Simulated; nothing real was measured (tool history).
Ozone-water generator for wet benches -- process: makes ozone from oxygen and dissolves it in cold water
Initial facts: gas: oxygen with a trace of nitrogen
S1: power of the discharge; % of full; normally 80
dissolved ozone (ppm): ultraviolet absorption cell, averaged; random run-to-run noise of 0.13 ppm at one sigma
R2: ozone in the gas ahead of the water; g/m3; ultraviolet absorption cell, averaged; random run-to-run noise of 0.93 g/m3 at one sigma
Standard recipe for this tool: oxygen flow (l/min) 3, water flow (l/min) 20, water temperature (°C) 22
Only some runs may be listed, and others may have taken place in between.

{"run": 1, "hour": 0.0, "S1": 80, "oxygen flow (l/min)": 3, "water flow (l/min)": 20, "water temperature (°C)": 22, "dissolved ozone (ppm)": 13.2, "R2": 155.7}
{"run": 2, "hour": 74.8, "S1": 80, "oxygen flow (l/min)": 3, "water flow (l/min)": 20, "water temperature (°C)": 22, "dissolved ozone (ppm)": 13.1, "R2": 156.3}
{"run": 3, "hour": 129.2, "S1": 80, "oxygen flow (l/min)": 3, "water flow (l/min)": 20, "water temperature (°C)": 22, "dissolved ozone (ppm)": 13, "R2": 155.6}
{"run": 4, "hour": 247.8, "S1": 80, "oxygen flow (l/min)": 3, "water flow (l/min)": 20, "water temperature (°C)": 22, "dissolved ozone (ppm)": 13.3, "R2": 156.3}
{"run": 5, "hour": 314.8, "S1": 80, "oxygen flow (l/min)": 3, "water flow (l/min)": 20, "water temperature (°C)": 22, "dissolved ozone (ppm)": 13, "R2": 156.3}
{"hour": 341.6, "done": "water thermometer calibrated"}
{"run": 6, "hour": 415.1, "S1": 80, "oxygen flow (l/min)": 3, "water flow (l/min)": 20, "water temperature (°C)": 22, "dissolved ozone (ppm)": 13.1, "R2": 154.6}
{"run": 7, "hour": 470.2, "S1": 80, "oxygen flow (l/min)": 3, "water flow (l/min)": 20, "water temperature (°C)": 22, "dissolved ozone (ppm)": 13.2, "R2": 155.8}
{"run": 8, "hour": 564.7, "S1": 80, "oxygen flow (l/min)": 4.77, "water flow (l/min)": 20, "water temperature (°C)": 22, "dissolved ozone (ppm)": 12.9, "R2": 114.1}
{"run": 9, "hour": 650.6, "S1": 80, "oxygen flow (l/min)": 4.77, "water flow (l/min)": 20, "water temperature (°C)": 15, "dissolved ozone (ppm)": 13.9, "R2": 113.4}
{"run": 10, "hour": 730.8, "S1": 80, "oxygen flow (l/min)": 4.77, "water flow (l/min)": 20, "water temperature (°C)": 15, "dissolved ozone (ppm)": 14.1, "R2": 112.9}
{"run": 11, "hour": 854.9, "S1": 80, "oxygen flow (l/min)": 2.86, "water flow (l/min)": 20, "water temperature (°C)": 15, "dissolved ozone (ppm)": 14.2, "R2": 160.3}
{"run": 12, "hour": 958.7, "S1": 80, "oxygen flow (l/min)": 3, "water flow (l/min)": 20, "water temperature (°C)": 17, "dissolved ozone (ppm)": 13.7, "R2": 156.4}
{"run": 13, "hour": 1050.9, "S1": 80, "oxygen flow (l/min)": 3, "water flow (l/min)": 20, "water temperature (°C)": 17, "dissolved ozone (ppm)": 13.7, "R2": 156.3}
{"run": 14, "hour": 1126.5, "S1": 80, "oxygen flow (l/min)": 3, "water flow (l/min)": 20, "water temperature (°C)": 22, "dissolved ozone (ppm)": 13.2, "R2": 154.5}
{"run": 15, "hour": 1181.4, "S1": 80, "oxygen flow (l/min)": 3, "water flow (l/min)": 20, "water temperature (°C)": 22, "dissolved ozone (ppm)": 13.2, "R2": 153.9}
{"run": 16, "hour": 1279.1, "S1": 80, "oxygen flow (l/min)": 3, "water flow (l/min)": 20, "water temperature (°C)": 22, "dissolved ozone (ppm)": 13, "R2": 153.5}
{"run": 17, "hour": 1371.4, "S1": 80, "oxygen flow (l/min)": 4.34, "water flow (l/min)": 23, "water temperature (°C)": 22, "dissolved ozone (ppm)": 11.5, "R2": 120.2}
{"run": 18, "hour": 1494.3, "S1": 68, "oxygen flow (l/min)": 1.56, "water flow (l/min)": 28, "water temperature (°C)": 23, "dissolved ozone (ppm)": 8.1, "R2": 212.2}
{"run": 19, "hour": 1593.3, "S1": 68, "oxygen flow (l/min)": 1.56, "water flow (l/min)": 28, "water temperature (°C)": 23, "dissolved ozone (ppm)": 8, "R2": 211.9}
{"run": 20, "hour": 1665.4, "S1": 80, "oxygen flow (l/min)": 3.41, "water flow (l/min)": 20, "water temperature (°C)": 21, "dissolved ozone (ppm)": 13.2, "R2": 141.9}
{"run": 21, "hour": 1732.2, "S1": 56, "oxygen flow (l/min)": 2.85, "water flow (l/min)": 20, "water temperature (°C)": 21, "dissolved ozone (ppm)": 10, "R2": 121.9}
{"run": 22, "hour": 1834.8, "S1": 45, "oxygen flow (l/min)": 2.85, "water flow (l/min)": 20, "water temperature (°C)": 21, "dissolved ozone (ppm)": 8.6, "R2": 102.8}
{"run": 23, "hour": 1904.9, "S1": 55, "oxygen flow (l/min)": 3, "water flow (l/min)": 20, "water temperature (°C)": 22, "dissolved ozone (ppm)": 10, "R2": 115}
{"run": 24, "hour": 1975.3, "S1": 55, "oxygen flow (l/min)": 1.93, "water flow (l/min)": 20, "water temperature (°C)": 21, "dissolved ozone (ppm)": 10, "R2": 155.8}
{"run": 25, "hour": 2047.3, "S1": 46, "oxygen flow (l/min)": 2.18, "water flow (l/min)": 20, "water temperature (°C)": 21, "dissolved ozone (ppm)": 8.5, "R2": 124.2}
{"run": 26, "hour": 2100.5, "S1": 80, "oxygen flow (l/min)": 3, "water flow (l/min)": 20, "water temperature (°C)": 20, "dissolved ozone (ppm)": 13.3, "R2": 152.6}
{"run": 27, "hour": 2214.6, "S1": 63, "oxygen flow (l/min)": 4.93, "water flow (l/min)": 24, "water temperature (°C)": 19, "dissolved ozone (ppm)": 9.8, "R2": 91.9}
{"run": 28, "hour": 2309.6, "S1": 63, "oxygen flow (l/min)": 4.93, "water flow (l/min)": 24, "water temperature (°C)": 19, "dissolved ozone (ppm)": 9.5, "R2": 91.8}
{"run": 29, "hour": 2378.3, "S1": 41, "oxygen flow (l/min)": 4.93, "water flow (l/min)": 30, "water temperature (°C)": 16, "dissolved ozone (ppm)": 5.9, "R2": 65.7}
{"run": 30, "hour": 2468.8, "S1": 92, "oxygen flow (l/min)": 4.35, "water flow (l/min)": 20, "water temperature (°C)": 22, "dissolved ozone (ppm)": 14.4, "R2": 131.6}
{"run": 31, "hour": 2576.5, "S1": 92, "oxygen flow (l/min)": 4.35, "water flow (l/min)": 20, "water temperature (°C)": 22, "dissolved ozone (ppm)": 14.3, "R2": 131.6}
{"run": 32, "hour": 2654.4, "S1": 76, "oxygen flow (l/min)": 3, "water flow (l/min)": 20, "water temperature (°C)": 26, "dissolved ozone (ppm)": 12.1, "R2": 145.9}

Each row is a separate what-if for the run after 32, all from the same tool condition, not one after another. Results?
{"run": "A", "hour": 2776.5, "S1": 76, "oxygen flow (l/min)": 2.07, "water flow (l/min)": 14, "water temperature (°C)": 26, "dissolved ozone (ppm)": "?", "R2": "?"}
{"run": "B", "hour": 2776.5, "S1": 80, "oxygen flow (l/min)": 4.97, "water flow (l/min)": 20, "water temperature (°C)": 20, "dissolved ozone (ppm)": "?", "R2": "?"}
{"run": "C", "hour": 2776.5, "S1": 66, "oxygen flow (l/min)": 3.58, "water flow (l/min)": 16, "water temperature (°C)": 26, "dissolved ozone (ppm)": "?", "R2": "?"}
{"run": "D", "hour": 2776.5, "S1": 92, "oxygen flow (l/min)": 2.68, "water flow (l/min)": 25, "water temperature (°C)": 26, "dissolved ozone (ppm)": "?", "R2": "?"}
{"run": "E", "hour": 2776.5, "S1": 82, "oxygen flow (l/min)": 1.53, "water flow (l/min)": 20, "water temperature (°C)": 30, "dissolved ozone (ppm)": "?", "R2": "?"}

run=A dissolved_ozone_(ppm)=16.2 R2=188.8
run=B dissolved_ozone_(ppm)=13.2 R2=108.3
run=C dissolved_ozone_(ppm)=12.5 R2=115
run=D dissolved_ozone_(ppm)=11.7 R2=184
run=E dissolved_ozone_(ppm)=12.4 R2=246.1
Had the tool no hidden state, the same runs would have come out as:
run=A dissolved_ozone_(ppm)=16.2 R2=193.5
run=B dissolved_ozone_(ppm)=13.2 R2=111
run=C dissolved_ozone_(ppm)=12.6 R2=117.9
run=D dissolved_ozone_(ppm)=11.7 R2=188.6
run=E dissolved_ozone_(ppm)=12.4 R2=252.2
